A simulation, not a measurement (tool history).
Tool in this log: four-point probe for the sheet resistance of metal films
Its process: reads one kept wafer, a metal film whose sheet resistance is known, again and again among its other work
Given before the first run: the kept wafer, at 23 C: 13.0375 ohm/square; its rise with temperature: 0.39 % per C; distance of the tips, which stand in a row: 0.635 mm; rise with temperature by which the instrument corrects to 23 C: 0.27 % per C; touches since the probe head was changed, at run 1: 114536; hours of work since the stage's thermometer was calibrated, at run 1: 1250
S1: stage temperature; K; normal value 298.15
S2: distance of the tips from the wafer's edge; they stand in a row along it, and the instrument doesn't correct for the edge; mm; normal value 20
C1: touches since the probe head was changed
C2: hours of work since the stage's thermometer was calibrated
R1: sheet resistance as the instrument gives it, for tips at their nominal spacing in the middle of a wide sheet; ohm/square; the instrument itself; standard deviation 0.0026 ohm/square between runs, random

run,hour,S1,S2,C1,C2,R1
1,0,298.15,20,114536,1250,13.076478
2,49.6,298.15,28,117102,1282,13.07332
3,86.1,298.15,28,118994,1306,13.070607
4,136.2,298.15,28,121587,1339,13.074229
5,170.6,298.15,28,123368,1361,13.072788
6,222.7,298.15,20,126065,1395,13.075759
7,255.8,298.15,20,127779,1417,13.076528
8,291.8,307.15,20,129643,1440,13.212532
9,345.6,307.15,20,132424,1475,13.210424
10,381.7,307.15,20,134294,1499,13.211027
11,422.9,307.15,20,136426,1526,13.212903
# hour 455: stage's thermometer calibrated
12,468.9,298.15,23,138783,9,13.073074
13,509.5,298.15,23,140884,36,13.077172
14,542.6,298.15,23,142598,57,13.076297
15,576.4,298.15,10,144345,79,13.097965
16,610.2,298.15,10,146095,101,13.099978
17,648,298.15,10,148053,126,13.094406
18,685.5,298.15,7,149991,151,13.125329
19,721.3,298.15,7,151848,174,13.129557
20,748.2,298.15,7,153241,192,13.127811
21,786.4,298.15,7,155217,217,13.126855
22,815.2,298.15,7,156707,236,13.129519
23,863.9,301.15,20,159228,267,13.126214
24,890.1,297.15,21,160581,284,13.058614
25,934.8,294.15,3,162899,314,13.314203
26,965.6,294.15,6,164492,334,13.086712
27,1012.1,300.15,15,166897,364,13.111969
28,1052.3,299.15,37,168979,390,13.087326
29,1085,294.15,50,170670,412,13.000873

Alternative continuations, all from the tool just after run 29; predict every row:
A,1140.6,292.15,17,173551,448,?
B,1140.6,297.15,50,173551,448,?
C,1140.6,304.15,18,173551,448,?
D,1140.6,305.15,11,173551,448,?
E,1140.6,306.15,9,173551,448,?

run,R1
A,12.984737
B,13.05311
C,13.166785
D,13.19817
E,13.226453
Without the tool's hidden state the same runs would have given:
run,R1
A,12.984433
B,13.052803
C,13.166473
D,13.197856
E,13.226139
